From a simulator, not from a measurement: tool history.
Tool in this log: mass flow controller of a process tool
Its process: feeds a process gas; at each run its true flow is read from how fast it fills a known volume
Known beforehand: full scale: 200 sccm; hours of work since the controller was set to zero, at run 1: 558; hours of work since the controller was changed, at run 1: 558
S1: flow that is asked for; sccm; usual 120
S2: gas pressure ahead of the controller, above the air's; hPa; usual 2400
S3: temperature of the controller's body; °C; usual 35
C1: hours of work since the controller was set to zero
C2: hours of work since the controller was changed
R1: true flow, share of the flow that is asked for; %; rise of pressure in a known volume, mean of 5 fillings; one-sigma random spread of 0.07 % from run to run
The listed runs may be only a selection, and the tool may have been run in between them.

run,hour,S1,S2,S3,C1,C2,R1
1,0,120,2400,35,558,558,98.33
2,44,120,2400,35,573,573,98.21
3,96.4,120,2400,35,590,590,98.39
4,161.2,120,2400,35,611,611,98.36
5,193.2,120,2400,35,622,622,98.3
6,251.1,120,2400,35,641,641,98.5
7,310.4,197,2400,35,660,660,99.06
8,380.9,197,2400,35,684,684,99.04
9,436.1,120,2400,23,702,702,100.1
10,480.2,120,2400,35,716,716,98.7
11,553.8,22,2400,24,741,741,99.39
12,621.9,108,2400,30,763,763,99.3
13,653.1,108,2400,30,774,774,99.28
14,711.7,112,1950,30,793,793,99.62
# hour 730.1: gauge calibrated
15,769.1,120,2040,23,812,812,99.69
16,815.8,190,2400,25,827,827,99.92
17,891.4,94,1950,25,852,852,99.45
18,959.2,28,1960,31,875,875,98.23
19,997.6,120,2270,35,887,887,98.44
20,1069,106,2400,25,911,911,99.62

Alternative continuations, all from the tool just after run 20; predict every row:
A,1138.9,47,1900,22,934,934,?
B,1138.9,23,2730,28,934,934,?
C,1138.9,120,2400,30,934,934,?
D,1138.9,178,2680,25,934,934,?
E,1138.9,158,2400,23,934,934,?

run,R1
A,99.83
B,98.6
C,99.17
D,100.14
E,100.44
Take away the tool's hidden state, keep each run's random variation, and the runs would have read:
run,R1
A,99.37
B,98.15
C,98.72
D,99.69
E,99.98
